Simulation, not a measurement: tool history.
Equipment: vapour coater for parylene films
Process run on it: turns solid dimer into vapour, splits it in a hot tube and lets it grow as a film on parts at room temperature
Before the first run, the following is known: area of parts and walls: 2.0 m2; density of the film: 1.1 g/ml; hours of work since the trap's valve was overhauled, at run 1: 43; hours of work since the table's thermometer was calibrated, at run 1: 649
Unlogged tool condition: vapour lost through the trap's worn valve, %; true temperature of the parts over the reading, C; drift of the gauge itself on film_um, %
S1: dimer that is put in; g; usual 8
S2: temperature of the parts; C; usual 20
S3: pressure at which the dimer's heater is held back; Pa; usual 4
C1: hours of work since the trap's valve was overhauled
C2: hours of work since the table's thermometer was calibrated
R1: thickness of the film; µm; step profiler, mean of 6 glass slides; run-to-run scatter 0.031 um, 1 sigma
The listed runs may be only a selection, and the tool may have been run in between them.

{"run": 1, "hour": 0.0, "S1": 8, "S2": 20, "S3": 4, "C1": 43, "C2": 649, "R1": 2.77}
{"run": 2, "hour": 46.8, "S1": 8, "S2": 20, "S3": 4, "C1": 79, "C2": 685, "R1": 2.76}
{"run": 3, "hour": 69.3, "S1": 8, "S2": 20, "S3": 4, "C1": 97, "C2": 703, "R1": 2.76}
{"run": 4, "hour": 97.5, "S1": 8, "S2": 20, "S3": 4, "C1": 119, "C2": 724, "R1": 2.73}
{"run": 5, "hour": 145.4, "S1": 8, "S2": 24, "S3": 4, "C1": 156, "C2": 762, "R1": 2.42}
{"run": 6, "hour": 166.2, "S1": 8, "S2": 24, "S3": 4, "C1": 172, "C2": 778, "R1": 2.43}
{"hour": 200.3, "done": "table's thermometer calibrated"}
{"run": 7, "hour": 216.8, "S1": 8, "S2": 24, "S3": 4, "C1": 210, "C2": 13, "R1": 2.49}
{"run": 8, "hour": 246.1, "S1": 8, "S2": 20, "S3": 5.49, "C1": 233, "C2": 35, "R1": 2.69}
{"run": 9, "hour": 280.3, "S1": 5, "S2": 20, "S3": 4, "C1": 259, "C2": 62, "R1": 1.74}
{"run": 10, "hour": 317.5, "S1": 5, "S2": 20, "S3": 4, "C1": 288, "C2": 91, "R1": 1.69}
{"run": 11, "hour": 349.4, "S1": 5, "S2": 20, "S3": 4, "C1": 313, "C2": 115, "R1": 1.71}
{"run": 12, "hour": 394.7, "S1": 5, "S2": 20, "S3": 4, "C1": 348, "C2": 151, "R1": 1.76}
{"run": 13, "hour": 419.9, "S1": 5, "S2": 20, "S3": 4, "C1": 368, "C2": 170, "R1": 1.73}
{"run": 14, "hour": 470.7, "S1": 5, "S2": 20, "S3": 4, "C1": 407, "C2": 210, "R1": 1.69}
{"run": 15, "hour": 495.0, "S1": 6, "S2": 13, "S3": 5.99, "C1": 426, "C2": 228, "R1": 2.4}
{"run": 16, "hour": 541.3, "S1": 6, "S2": 13, "S3": 5.99, "C1": 462, "C2": 264, "R1": 2.36}
{"run": 17, "hour": 577.9, "S1": 8, "S2": 20, "S3": 2.02, "C1": 490, "C2": 293, "R1": 2.95}
{"run": 18, "hour": 598.9, "S1": 12, "S2": 21, "S3": 2.48, "C1": 506, "C2": 309, "R1": 4.08}
{"run": 19, "hour": 621.5, "S1": 8, "S2": 16, "S3": 8.39, "C1": 524, "C2": 326, "R1": 2.74}
{"run": 20, "hour": 643.0, "S1": 12, "S2": 22, "S3": 2.51, "C1": 540, "C2": 343, "R1": 3.92}
{"run": 21, "hour": 674.8, "S1": 12, "S2": 22, "S3": 2.51, "C1": 565, "C2": 368, "R1": 3.97}
{"run": 22, "hour": 716.5, "S1": 10, "S2": 20, "S3": 4, "C1": 597, "C2": 400, "R1": 3.35}
{"run": 23, "hour": 744.7, "S1": 10, "S2": 20, "S3": 4, "C1": 619, "C2": 422, "R1": 3.28}
{"run": 24, "hour": 765.7, "S1": 6, "S2": 15, "S3": 2.27, "C1": 635, "C2": 438, "R1": 2.42}
{"run": 25, "hour": 788.2, "S1": 6, "S2": 15, "S3": 2.27, "C1": 653, "C2": 455, "R1": 2.38}
{"run": 26, "hour": 829.8, "S1": 6, "S2": 15, "S3": 2.27, "C1": 685, "C2": 488, "R1": 2.38}

For each entry between runs, how does the tool's hidden state at the last listed run before it compare with that at the first listed run after it?
In the gap between runs 6 and 7: table's thermometer calibrated (hour 200.3)
  vapour lost through the trap's worn valve, %: 2.5 -> 2.9; true temperature of the parts over the reading, C: 1.31 -> -0.03
  measured result minus the result with no hidden state, R1: -0.15 -> -0.08 µm
